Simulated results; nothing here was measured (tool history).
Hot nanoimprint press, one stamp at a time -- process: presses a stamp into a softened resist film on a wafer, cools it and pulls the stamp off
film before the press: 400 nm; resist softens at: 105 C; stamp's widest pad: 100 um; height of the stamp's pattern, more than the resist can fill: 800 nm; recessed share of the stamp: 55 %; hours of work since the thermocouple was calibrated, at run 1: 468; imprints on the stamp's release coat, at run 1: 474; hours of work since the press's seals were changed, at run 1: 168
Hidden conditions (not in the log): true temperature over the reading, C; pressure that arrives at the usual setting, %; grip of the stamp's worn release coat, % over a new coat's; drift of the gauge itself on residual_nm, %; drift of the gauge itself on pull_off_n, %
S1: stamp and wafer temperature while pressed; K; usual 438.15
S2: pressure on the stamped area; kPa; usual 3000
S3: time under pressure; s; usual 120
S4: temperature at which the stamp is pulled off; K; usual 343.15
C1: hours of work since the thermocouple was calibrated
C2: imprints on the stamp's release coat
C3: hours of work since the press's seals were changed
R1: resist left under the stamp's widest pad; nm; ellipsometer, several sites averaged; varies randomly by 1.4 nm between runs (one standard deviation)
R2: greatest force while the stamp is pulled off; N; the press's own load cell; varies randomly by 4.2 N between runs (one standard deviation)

run,hour,S1,S2,S3,S4,C1,C2,C3,R1,R2
1,0.0,438.15,3000,120,343.15,468,474,168,228.1,212
2,12.1,438.15,3000,133,343.15,474,512,174,218.2,215
3,35.8,438.15,3000,73,343.15,486,587,186,263.5,211
4,55.1,438.15,3000,73,343.15,496,648,196,262.7,216
5,80.2,437.15,3000,73,343.15,509,727,209,271.4,220
6,98.9,438.15,3000,120,343.15,518,787,219,225.6,217
7,117.8,438.15,3000,120,343.15,528,847,228,230.7,225
8,137.1,427.15,3000,120,343.15,538,908,238,331.9,217
# hour 142.4: plate thermocouple calibrated
9,151.8,433.15,3000,120,343.15,5,945,244,284.3,219
10,164.9,433.15,3000,120,343.15,12,986,251,285.6,226
11,176.4,433.15,3000,120,343.15,17,1023,257,284.4,238
12,200.7,433.15,3190,101,339.15,30,1100,269,290.6,239
13,211.1,449.15,3190,94,332.15,35,1133,275,154.2,259
# hour 225.6: plate thermocouple calibrated, once more
14,235.3,438.15,1810,183,333.15,5,1200,286,221.7,250
15,252.4,438.15,1810,183,333.15,14,1254,294,223.6,251
16,270.7,438.15,1810,183,333.15,23,1312,304,225.2,256
17,285.1,438.15,3000,75,343.15,30,1358,311,255.7,230
# hour 307.3: stamp cleaned and given a new release coat
18,307.3,438.15,3000,75,343.15,39,0,319,252.6,199
19,320.1,438.15,3000,75,343.15,45,41,326,254.4,206
20,332.3,439.15,4760,182,343.15,52,79,332,146.9,208
21,350.3,439.15,4760,182,343.15,61,136,341,145.1,201

Pick out some run-to-run changes in R1. Of each, how much would a tool without hidden state show as well, from the settings, what came in and chance, and how much is left for the hidden state and any gauge scatter not in both results compared?
Run 8 -> 9: S1 427.15 -> 433.15, plate thermocouple calibrated. R1 -47.6 nm: hidden state +9.0, all else -56.6.
Run 12 -> 13: S1 433.15 -> 449.15, S3 101 -> 94, S4 339.15 -> 332.15. R1 -136.4 nm: hidden state -5.2, all else -131.2.
Run 13 -> 14: S1 449.15 -> 438.15, S2 3190 -> 1810, S3 94 -> 183, S4 332.15 -> 333.15, plate thermocouple calibrated, once more. R1 +67.5 nm: hidden state -13.9, all else +81.4.
Run 19 -> 20: S1 438.15 -> 439.15, S2 3000 -> 4760, S3 75 -> 182. R1 -107.5 nm: hidden state +0.3, all else -107.8.
